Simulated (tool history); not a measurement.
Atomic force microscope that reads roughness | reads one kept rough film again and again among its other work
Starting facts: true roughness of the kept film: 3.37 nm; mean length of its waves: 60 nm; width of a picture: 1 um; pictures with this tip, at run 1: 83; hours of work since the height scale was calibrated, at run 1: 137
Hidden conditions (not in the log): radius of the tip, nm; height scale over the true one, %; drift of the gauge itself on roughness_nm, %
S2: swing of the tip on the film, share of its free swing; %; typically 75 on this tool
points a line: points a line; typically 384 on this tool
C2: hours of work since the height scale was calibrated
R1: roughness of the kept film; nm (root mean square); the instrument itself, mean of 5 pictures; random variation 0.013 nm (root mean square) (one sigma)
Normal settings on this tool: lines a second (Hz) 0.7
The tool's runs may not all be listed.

run 1 day=0 | lines_a_second_(Hz)=0.7 S2=75 points_a_line=384 | pictures_with_this_tip=83 C2=137 | R1=2.893
run 2 day=0.738 | lines_a_second_(Hz)=0.7 S2=75 points_a_line=384 | pictures_with_this_tip=106 C2=147 | R1=2.822
-- day=1.121 new tip fitted
run 3 day=1.5 | lines_a_second_(Hz)=0.7 S2=75 points_a_line=384 | pictures_with_this_tip=11 C2=157 | R1=3.11
run 4 day=1.821 | lines_a_second_(Hz)=0.7 S2=75 points_a_line=591 | pictures_with_this_tip=21 C2=162 | R1=3.058
run 5 day=2.158 | lines_a_second_(Hz)=0.7 S2=75 points_a_line=591 | pictures_with_this_tip=31 C2=167 | R1=3.042
run 6 day=2.475 | lines_a_second_(Hz)=0.7 S2=75 points_a_line=591 | pictures_with_this_tip=41 C2=171 | R1=3
run 7 day=3.142 | lines_a_second_(Hz)=0.7 S2=75 points_a_line=591 | pictures_with_this_tip=61 C2=180 | R1=2.962
run 8 day=3.488 | lines_a_second_(Hz)=0.7 S2=75 points_a_line=591 | pictures_with_this_tip=71 C2=185 | R1=2.93
run 9 day=3.992 | lines_a_second_(Hz)=0.7 S2=75 points_a_line=591 | pictures_with_this_tip=86 C2=192 | R1=2.892
run 10 day=4.421 | lines_a_second_(Hz)=0.7 S2=75 points_a_line=591 | pictures_with_this_tip=99 C2=198 | R1=2.862
run 11 day=4.917 | lines_a_second_(Hz)=0.7 S2=90 points_a_line=591 | pictures_with_this_tip=114 C2=205 | R1=2.709
-- day=4.983 new tip fitted
run 12 day=5.658 | lines_a_second_(Hz)=0.7 S2=90 points_a_line=591 | pictures_with_this_tip=20 C2=214 | R1=2.97
run 13 day=6.217 | lines_a_second_(Hz)=0.7 S2=90 points_a_line=591 | pictures_with_this_tip=37 C2=222 | R1=2.924
run 14 day=6.538 | lines_a_second_(Hz)=0.7 S2=90 points_a_line=591 | pictures_with_this_tip=47 C2=227 | R1=2.907
run 15 day=7.167 | lines_a_second_(Hz)=0.7 S2=90 points_a_line=458 | pictures_with_this_tip=66 C2=235 | R1=2.851
run 16 day=7.788 | lines_a_second_(Hz)=1.269 S2=75 points_a_line=384 | pictures_with_this_tip=85 C2=244 | R1=2.817
run 17 day=8.288 | lines_a_second_(Hz)=0.985 S2=64 points_a_line=809 | pictures_with_this_tip=100 C2=251 | R1=2.894
run 18 day=8.671 | lines_a_second_(Hz)=0.985 S2=89 points_a_line=339 | pictures_with_this_tip=111 C2=256 | R1=2.676
-- day=8.883 new tip fitted
run 19 day=9.338 | lines_a_second_(Hz)=0.985 S2=89 points_a_line=339 | pictures_with_this_tip=14 C2=265 | R1=2.912
run 20 day=9.962 | lines_a_second_(Hz)=0.7 S2=75 points_a_line=452 | pictures_with_this_tip=33 C2=274 | R1=3.048
run 21 day=10.433 | lines_a_second_(Hz)=1.988 S2=56 points_a_line=452 | pictures_with_this_tip=47 C2=280 | R1=3.02
run 22 day=10.917 | lines_a_second_(Hz)=1.988 S2=56 points_a_line=452 | pictures_with_this_tip=62 C2=287 | R1=2.989
run 23 day=11.646 | lines_a_second_(Hz)=1.988 S2=56 points_a_line=452 | pictures_with_this_tip=84 C2=297 | R1=2.896
run 24 day=12.346 | lines_a_second_(Hz)=0.7 S2=89 points_a_line=384 | pictures_with_this_tip=105 C2=306 | R1=2.764
-- day=12.725 new tip fitted
run 25 day=12.812 | lines_a_second_(Hz)=1.246 S2=66 points_a_line=400 | pictures_with_this_tip=2 C2=313 | R1=3.137
run 26 day=13.55 | lines_a_second_(Hz)=1.246 S2=65 points_a_line=342 | pictures_with_this_tip=24 C2=323 | R1=3.081
run 27 day=14.175 | lines_a_second_(Hz)=0.939 S2=75 points_a_line=308 | pictures_with_this_tip=43 C2=331 | R1=2.976
run 28 day=14.775 | lines_a_second_(Hz)=0.939 S2=75 points_a_line=308 | pictures_with_this_tip=61 C2=340 | R1=2.937
run 29 day=15.4 | lines_a_second_(Hz)=0.939 S2=75 points_a_line=308 | pictures_with_this_tip=80 C2=348 | R1=2.875

Entry by entry between the runs, the difference in hidden state between the last listed run before and the first listed run after:
After run 2, before run 3: new tip fitted (day 1.121)
  radius of the tip, nm: 41.3 -> 14; height scale over the true one, %: 0.31 -> 0.32
  measured value less the no-hidden-state value, R1: -0.305 -> -0.034 nm (root mean square)
After run 11, before run 12: new tip fitted (day 4.983)
  radius of the tip, nm: 43 -> 16.4; height scale over the true one, %: 0.38 -> 0.39
  measured value less the no-hidden-state value, R1: -0.307 -> -0.055 nm (root mean square)
After run 18, before run 19: new tip fitted (day 8.883)
  radius of the tip, nm: 40.5 -> 14.2; height scale over the true one, %: 0.44 -> 0.45
  measured value less the no-hidden-state value, R1: -0.278 -> -0.03 nm (root mean square)
After run 24, before run 25: new tip fitted (day 12.725)
  radius of the tip, nm: 39.4 -> 10.8; height scale over the true one, %: 0.5 -> 0.51
  measured value less the no-hidden-state value, R1: -0.275 -> +0.007 nm (root mean square)

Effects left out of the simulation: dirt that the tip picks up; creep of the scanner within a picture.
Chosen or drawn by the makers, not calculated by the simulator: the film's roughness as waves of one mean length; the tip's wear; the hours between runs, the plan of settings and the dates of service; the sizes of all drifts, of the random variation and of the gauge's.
